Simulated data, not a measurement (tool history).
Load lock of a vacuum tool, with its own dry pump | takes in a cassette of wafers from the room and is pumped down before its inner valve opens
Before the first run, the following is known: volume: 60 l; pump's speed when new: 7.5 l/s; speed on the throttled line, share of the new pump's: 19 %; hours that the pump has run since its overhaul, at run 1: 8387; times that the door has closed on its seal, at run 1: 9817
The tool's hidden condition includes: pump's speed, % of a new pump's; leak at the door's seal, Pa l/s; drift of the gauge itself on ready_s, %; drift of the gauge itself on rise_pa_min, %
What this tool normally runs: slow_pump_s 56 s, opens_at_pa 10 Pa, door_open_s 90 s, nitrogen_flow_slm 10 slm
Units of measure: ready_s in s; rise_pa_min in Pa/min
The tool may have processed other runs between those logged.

run,hour,slow_pump_s,opens_at_pa,door_open_s,nitrogen_flow_slm,hours that the pump has run since its overhaul,times that the door has closed on its seal,"incoming humidity of the room's air, %",ready_s,rise_pa_min
1,0,56,10,90,10,8387,9817,42.5,119.1,0.035
2,68.4,56,10,90,10,8455,10069,42.2,121.5,0.037
3,111.9,56,10,90,10,8498,10229,45.6,121.3,0.037
4,157,56,8,90,10,8543,10395,44.1,122.3,0.04
5,208.1,56,8,90,10,8595,10583,43.4,122.1,0.033
6,257.5,56,10,90,17,8644,10765,45.7,119.3,0.034
7,335.2,56,10,90,10,8722,11051,42,119.2,0.031
8,374.7,56,10,90,10,8761,11197,43.8,119.6,0.035
9,423.3,56,10,90,10,8810,11376,45.5,118.9,0.037
10,510.2,56,10,90,10,8897,11695,43.3,119,0.038
11,551.1,56,13,90,10,8938,11846,43.8,117.3,0.037
12,629.9,56,10,45,10,9016,12136,44.5,117.9,0.026
13,678.6,56,10,90,11,9065,12316,42.4,120,0.034
14,729.9,56,10,90,11,9116,12504,42.8,119.9,0.035
15,783.8,56,10,42,11,9170,12703,45.1,118.7,0.028
16,852.5,56,10,42,22,9239,12956,44.5,119.7,0.021
17,929,56,10,90,10,9316,13237,44.4,119.5,0.039
18,1022.8,56,11,90,10,9409,13583,47.5,117.9,0.042
19,1077.7,56,11,90,10,9464,13785,47.3,119.3,0.043
20,1136.6,59,10,181,5,9523,14002,47.4,123,0.075
21,1182.9,56,19,59,10,9569,14172,47,115.4,0.028
22,1242.5,31,11,45,12,9629,14392,46.5,98.7,0.023
23,1319.2,36,10,96,43,9706,14674,43,103.8,0.024
24,1401.8,68,10,106,10,9788,14979,44.7,130.6,0.041
25,1447.1,84,10,90,10,9834,15145,47.6,142.4,0.045
26,1518.3,42,12,138,15,9905,15407,48.5,106.7,0.055
27,1587.8,62,8,32,31,9974,15663,43.3,127,0.011
28,1673.2,41,10,90,28,10060,15978,44.7,105.9,0.026
29,1740.1,40,12,82,36,10127,16224,47.3,104.6,0.025
30,1816.8,40,12,82,36,10203,16507,44.3,105.8,0.025
31,1865.6,64,12,82,36,10252,16686,48.1,124.6,0.024
32,1948,56,10,83,10,10335,16990,41.8,118.4,0.037
33,2000.9,64,10,83,10,10387,17184,47,126,0.037
34,2066.9,43,10,26,9,10453,17427,45.9,108.6,0.019
35,2117.9,43,15,26,36,10504,17615,43.7,106,0.015

What if the next run were any one of these 3? Each begins from the tool's condition after run 35:
A,2191.7,71,9,90,10,10578,17887,45.9,?,?
B,2191.7,43,9,26,36,10578,17887,46.8,?,?
C,2191.7,56,10,31,10,10578,17887,48.3,?,?

run,ready_s,rise_pa_min
A,133.6,0.043
B,110.3,0.013
C,120.8,0.025
Stripped of hidden state, with their random variation kept, the same runs would have yielded:
run,ready_s,rise_pa_min
A,133.5,0.042
B,110.2,0.012
C,120.8,0.024
